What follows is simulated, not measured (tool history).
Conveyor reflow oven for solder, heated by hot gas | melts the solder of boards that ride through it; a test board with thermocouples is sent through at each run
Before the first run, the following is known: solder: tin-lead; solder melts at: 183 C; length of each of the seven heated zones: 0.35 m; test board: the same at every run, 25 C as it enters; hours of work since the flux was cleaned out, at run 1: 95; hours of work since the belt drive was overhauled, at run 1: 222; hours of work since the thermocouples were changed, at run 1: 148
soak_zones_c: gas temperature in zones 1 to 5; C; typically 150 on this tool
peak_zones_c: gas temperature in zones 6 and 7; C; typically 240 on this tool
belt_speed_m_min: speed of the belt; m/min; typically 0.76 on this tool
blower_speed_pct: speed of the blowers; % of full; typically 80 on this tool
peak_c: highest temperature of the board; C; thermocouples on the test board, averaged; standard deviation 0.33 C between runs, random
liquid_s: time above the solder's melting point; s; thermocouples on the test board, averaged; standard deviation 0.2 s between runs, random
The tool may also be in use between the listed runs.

run  hour  soak_zones_c  peak_zones_c  belt_speed_m_min  blower_speed_pct  hours of work since the flux was cleaned out  hours of work since the belt drive was overhauled  hours of work since the thermocouples were changed  peak_c  liquid_s
  1   0.0           150           240              0.76                80                                            95                                                222                                                 148   219.4      45.1
  2   7.3           150           240              0.76                80                                            98                                                225                                                 151   219.3      44.9
  3  12.0           150           240              0.76                80                                           100                                                227                                                 153   219.1      45.3
  4  22.5           150           240              0.76                80                                           105                                                231                                                 157   219.3      45.1
  5  29.8           150           240              0.76                80                                           108                                                234                                                 160   219.5      45.1
  6  36.4           150           254              0.76                80                                           110                                                236                                                 163   230.3      50.0
  7  42.1           150           254              0.76                80                                           112                                                239                                                 165   230.7      50.3
  8  53.1           150           240              0.76                71                                           117                                                243                                                 170   216.1      43.2
  9  57.9           150           240              0.76                71                                           119                                                245                                                 171   216.4      43.1

Run 10 is up next; what results do you expect?
 10  63.6           150           240              0.76                71                                           121                                                247                                                 174       ?         ?

peak_c: 216.1 C
liquid_s: 43.0 s
If the tool had no hidden condition, the same run with the same run-to-run variation would have returned peak_c 217.6 C, liquid_s 43.9 s.

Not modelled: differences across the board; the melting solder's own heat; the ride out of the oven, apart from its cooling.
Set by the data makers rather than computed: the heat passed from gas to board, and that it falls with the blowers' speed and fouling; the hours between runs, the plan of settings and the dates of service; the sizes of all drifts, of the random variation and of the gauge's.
